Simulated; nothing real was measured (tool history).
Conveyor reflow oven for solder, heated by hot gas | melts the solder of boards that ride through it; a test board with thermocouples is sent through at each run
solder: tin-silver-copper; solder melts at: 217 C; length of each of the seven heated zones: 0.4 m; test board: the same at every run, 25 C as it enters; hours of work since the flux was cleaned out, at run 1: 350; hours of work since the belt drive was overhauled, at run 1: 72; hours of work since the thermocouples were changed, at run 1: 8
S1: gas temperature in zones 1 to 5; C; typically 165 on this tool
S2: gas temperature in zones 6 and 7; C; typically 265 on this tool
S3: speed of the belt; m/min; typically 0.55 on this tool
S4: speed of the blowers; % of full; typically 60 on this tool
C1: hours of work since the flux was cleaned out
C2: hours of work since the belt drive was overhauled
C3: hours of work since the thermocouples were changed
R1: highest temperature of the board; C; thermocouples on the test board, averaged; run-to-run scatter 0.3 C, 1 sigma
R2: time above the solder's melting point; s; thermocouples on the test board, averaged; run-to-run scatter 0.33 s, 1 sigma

| run | hour | S1 | S2 | S3 | S4 | C1 | C2 | C3 | R1 | R2 |
|---|---|---|---|---|---|---|---|---|---|---|
| 1 | 0 | 165 | 265 | 0.55 | 60 | 350 | 72 | 8 | 247 | 58.3 |
| 2 | 19.7 | 165 | 261 | 0.55 | 60 | 365 | 87 | 23 | 244 | 54.2 |
| 3 | 34 | 165 | 265 | 0.55 | 60 | 375 | 98 | 34 | 247.3 | 57.2 |
| 4 | 47.7 | 165 | 265 | 0.55 | 60 | 386 | 109 | 45 | 247.8 | 57.3 |
| 5 | 60.9 | 165 | 265 | 0.55 | 60 | 396 | 119 | 55 | 247.2 | 57.2 |
| 6 | 77.2 | 165 | 265 | 0.55 | 60 | 408 | 131 | 67 | 246.7 | 57.4 |
| 7 | 96.2 | 165 | 265 | 0.55 | 60 | 423 | 145 | 81 | 246.7 | 57.8 |
|  | 109.2 | flux residue cleaned out of gas plates and filters |
| 8 | 115 | 167 | 265 | 0.55 | 60 | 4 | 156 | 92 | 249.4 | 61 |
| 9 | 133.7 | 167 | 265 | 0.55 | 60 | 19 | 170 | 106 | 249.1 | 60.9 |
| 10 | 152.1 | 165 | 265 | 0.55 | 60 | 32 | 184 | 120 | 249.5 | 59.6 |
| 11 | 166.5 | 165 | 265 | 0.493 | 60 | 43 | 195 | 131 | 251.8 | 71.6 |
| 12 | 185.5 | 165 | 265 | 0.55 | 60 | 58 | 209 | 145 | 249.4 | 59.3 |
| 13 | 204.9 | 165 | 255 | 0.55 | 60 | 72 | 224 | 160 | 239.7 | 50.8 |
| 14 | 223.9 | 165 | 265 | 0.55 | 60 | 87 | 238 | 174 | 248.4 | 60 |
| 15 | 235.6 | 165 | 265 | 0.55 | 60 | 96 | 247 | 183 | 248.2 | 59.5 |
| 16 | 251 | 155 | 260 | 0.55 | 66 | 107 | 259 | 195 | 244.2 | 52.4 |
| 17 | 263.1 | 155 | 266 | 0.55 | 90 | 117 | 268 | 204 | 255.2 | 64.4 |
| 18 | 275.5 | 165 | 258 | 0.623 | 67 | 126 | 277 | 213 | 240.2 | 44.4 |
| 19 | 292.2 | 165 | 258 | 0.575 | 67 | 139 | 290 | 226 | 242.9 | 51.9 |
| 20 | 305.7 | 168 | 255 | 0.523 | 60 | 149 | 300 | 236 | 241.6 | 56.9 |
| 21 | 321.5 | 168 | 255 | 0.523 | 60 | 161 | 312 | 248 | 241.1 | 56.6 |
| 22 | 333.1 | 172 | 255 | 0.533 | 60 | 170 | 321 | 257 | 241.6 | 56.8 |
| 23 | 344.8 | 172 | 255 | 0.533 | 60 | 178 | 330 | 266 | 241.5 | 57.4 |
| 24 | 361.5 | 157 | 263 | 0.533 | 60 | 191 | 342 | 278 | 246.2 | 56.3 |
| 25 | 379.7 | 157 | 263 | 0.533 | 60 | 205 | 356 | 292 | 246.1 | 56.7 |
| 26 | 398.8 | 176 | 279 | 0.626 | 62 | 219 | 371 | 307 | 257.8 | 62.7 |
| 27 | 411.3 | 171 | 279 | 0.626 | 63 | 229 | 380 | 316 | 257.4 | 59.8 |
| 28 | 428 | 169 | 265 | 0.55 | 89 | 241 | 393 | 329 | 254.5 | 68.6 |
| 29 | 442.8 | 165 | 265 | 0.55 | 81 | 253 | 404 | 340 | 252.5 | 65.2 |
| 30 | 462 | 165 | 265 | 0.55 | 81 | 267 | 418 | 354 | 252.8 | 65 |

Subtracting, for every run, the result it would have given without the tool's unlogged condition from the measured result gives the following. The same run-to-run variation enters both numbers; the gauge's scatter may not:
What the log doesn't record here: heat that the gas passes to the board, % of a clean oven's; belt's true speed, % of the reading; true gas temperature in zones 6 and 7 over the reading, C; drift of the gauge itself on peak_c, C; drift of the gauge itself on liquid_s, %.
| run | R1 | R2 |
|---|---|---|
| 1 | -1.7 | -2.1 |
| 2 | -1.7 | -2.4 |
| 3 | -1.9 | -2.2 |
| 4 | -2 | -2.3 |
| 5 | -2 | -2.3 |
| 6 | -2.1 | -2.4 |
| 7 | -2.3 | -2.5 |
| 8 | -0.1 | +0.2 |
| 9 | -0.2 | +0.1 |
| 10 | -0.3 | +0.1 |
| 11 | -0.3 | +0.1 |
| 12 | -0.4 | -0.1 |
| 13 | -0.6 | -0.3 |
| 14 | -0.6 | -0.2 |
| 15 | -0.6 | -0.3 |
| 16 | -0.9 | -0.6 |
| 17 | -1 | -0.4 |
| 18 | -1 | -0.8 |
| 19 | -1.1 | -0.8 |
| 20 | -0.9 | -0.8 |
| 21 | -1 | -0.9 |
| 22 | -1.1 | -0.9 |
| 23 | -1.2 | -1 |
| 24 | -1.3 | -1 |
| 25 | -1.5 | -1.1 |
| 26 | -1.6 | -0.5 |
| 27 | -1.7 | -0.6 |
| 28 | -1.8 | -0.8 |
| 29 | -2 | -1.1 |
| 30 | -2 | -1.1 |
